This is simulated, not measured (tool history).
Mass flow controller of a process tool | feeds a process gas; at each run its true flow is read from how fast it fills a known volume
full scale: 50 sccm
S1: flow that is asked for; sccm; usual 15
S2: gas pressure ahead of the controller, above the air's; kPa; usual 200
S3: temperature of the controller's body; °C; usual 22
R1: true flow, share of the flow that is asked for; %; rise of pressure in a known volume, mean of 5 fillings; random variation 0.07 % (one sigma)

{"run": 1, "hour": 0.0, "S1": 15, "S2": 200, "S3": 22, "R1": 93.73}
{"run": 2, "hour": 40.4, "S1": 15, "S2": 192, "S3": 22, "R1": 93.67}
{"run": 3, "hour": 110.8, "S1": 15, "S2": 200, "S3": 22, "R1": 93.62}
{"run": 4, "hour": 157.7, "S1": 15, "S2": 211, "S3": 22, "R1": 93.67}
{"run": 5, "hour": 215.9, "S1": 15, "S2": 211, "S3": 22, "R1": 93.51}
{"run": 6, "hour": 290.3, "S1": 15, "S2": 211, "S3": 22, "R1": 93.56}
{"run": 7, "hour": 323.5, "S1": 15, "S2": 211, "S3": 22, "R1": 93.61}
{"run": 8, "hour": 376.5, "S1": 15, "S2": 211, "S3": 22, "R1": 93.54}
{"run": 9, "hour": 441.8, "S1": 15, "S2": 211, "S3": 22, "R1": 93.5}
{"run": 10, "hour": 500.3, "S1": 15, "S2": 211, "S3": 22, "R1": 93.45}
{"run": 11, "hour": 572.8, "S1": 15, "S2": 211, "S3": 22, "R1": 93.28}
{"run": 12, "hour": 646.4, "S1": 17, "S2": 200, "S3": 22, "R1": 93.65}
{"run": 13, "hour": 693.4, "S1": 17, "S2": 200, "S3": 22, "R1": 93.6}
{"run": 14, "hour": 734.2, "S1": 15, "S2": 200, "S3": 22, "R1": 93.19}
{"hour": 738.4, "done": "controller's zero set anew"}
{"run": 15, "hour": 766.2, "S1": 15, "S2": 200, "S3": 22, "R1": 92.59}
{"run": 16, "hour": 808.7, "S1": 15, "S2": 200, "S3": 22, "R1": 92.28}
{"run": 17, "hour": 878.6, "S1": 15, "S2": 200, "S3": 22, "R1": 92.33}
{"run": 18, "hour": 931.1, "S1": 15, "S2": 200, "S3": 22, "R1": 92.27}
{"hour": 960.7, "done": "controller's zero set anew, once more"}
{"run": 19, "hour": 1002.6, "S1": 15, "S2": 199, "S3": 22, "R1": 95.09}
{"run": 20, "hour": 1043.1, "S1": 15, "S2": 199, "S3": 22, "R1": 94.8}
{"run": 21, "hour": 1117.8, "S1": 15, "S2": 199, "S3": 22, "R1": 94.98}
{"run": 22, "hour": 1156.8, "S1": 22, "S2": 259, "S3": 36, "R1": 96.93}
{"run": 23, "hour": 1226.5, "S1": 22, "S2": 259, "S3": 36, "R1": 96.98}
{"run": 24, "hour": 1301.1, "S1": 15, "S2": 200, "S3": 22, "R1": 94.82}
{"run": 25, "hour": 1350.4, "S1": 15, "S2": 215, "S3": 25, "R1": 95.03}
{"run": 26, "hour": 1394.7, "S1": 15, "S2": 215, "S3": 25, "R1": 95.07}
{"run": 27, "hour": 1425.8, "S1": 24, "S2": 201, "S3": 40, "R1": 97.28}
{"run": 28, "hour": 1492.3, "S1": 24, "S2": 201, "S3": 40, "R1": 97.19}
{"run": 29, "hour": 1546.5, "S1": 6, "S2": 159, "S3": 22, "R1": 93.46}
{"run": 30, "hour": 1606.7, "S1": 6, "S2": 165, "S3": 22, "R1": 93.29}
{"run": 31, "hour": 1662.4, "S1": 40, "S2": 200, "S3": 21, "R1": 96.61}
{"run": 32, "hour": 1731.4, "S1": 15, "S2": 221, "S3": 26, "R1": 95.07}
{"run": 33, "hour": 1785.8, "S1": 15, "S2": 221, "S3": 26, "R1": 95.03}
{"run": 34, "hour": 1842.8, "S1": 15, "S2": 221, "S3": 26, "R1": 94.94}
{"run": 35, "hour": 1895.1, "S1": 15, "S2": 246, "S3": 36, "R1": 95.99}
{"run": 36, "hour": 1940.7, "S1": 15, "S2": 151, "S3": 37, "R1": 95.78}
{"run": 37, "hour": 1998.5, "S1": 15, "S2": 210, "S3": 21, "R1": 94.44}
{"run": 38, "hour": 2062.3, "S1": 15, "S2": 210, "S3": 21, "R1": 94.29}
{"run": 39, "hour": 2116.2, "S1": 15, "S2": 160, "S3": 28, "R1": 94.87}
{"run": 40, "hour": 2167.0, "S1": 6, "S2": 242, "S3": 28, "R1": 93.64}
{"run": 41, "hour": 2204.2, "S1": 6, "S2": 242, "S3": 28, "R1": 93.57}
{"run": 42, "hour": 2273.3, "S1": 6, "S2": 242, "S3": 28, "R1": 93.42}

Forecast each of these 5 alternatives for the next run:
{"run": "A", "hour": 2322.0, "S1": 27, "S2": 242, "S3": 23, "R1": "?"}
{"run": "B", "hour": 2322.0, "S1": 44, "S2": 162, "S3": 27, "R1": "?"}
{"run": "C", "hour": 2322.0, "S1": 6, "S2": 242, "S3": 20, "R1": "?"}
{"run": "D", "hour": 2322.0, "S1": 15, "S2": 200, "S3": 38, "R1": "?"}
{"run": "E", "hour": 2322.0, "S1": 6, "S2": 151, "S3": 35, "R1": "?"}

run=A R1=95.56
run=B R1=97.02
run=C R1=92.73
run=D R1=95.82
run=E R1=93.9
Without the tool's hidden state the same runs would have given:
run=A R1=98.29
run=B R1=99.63
run=C R1=96.57
run=D R1=98.81
run=E R1=97.74

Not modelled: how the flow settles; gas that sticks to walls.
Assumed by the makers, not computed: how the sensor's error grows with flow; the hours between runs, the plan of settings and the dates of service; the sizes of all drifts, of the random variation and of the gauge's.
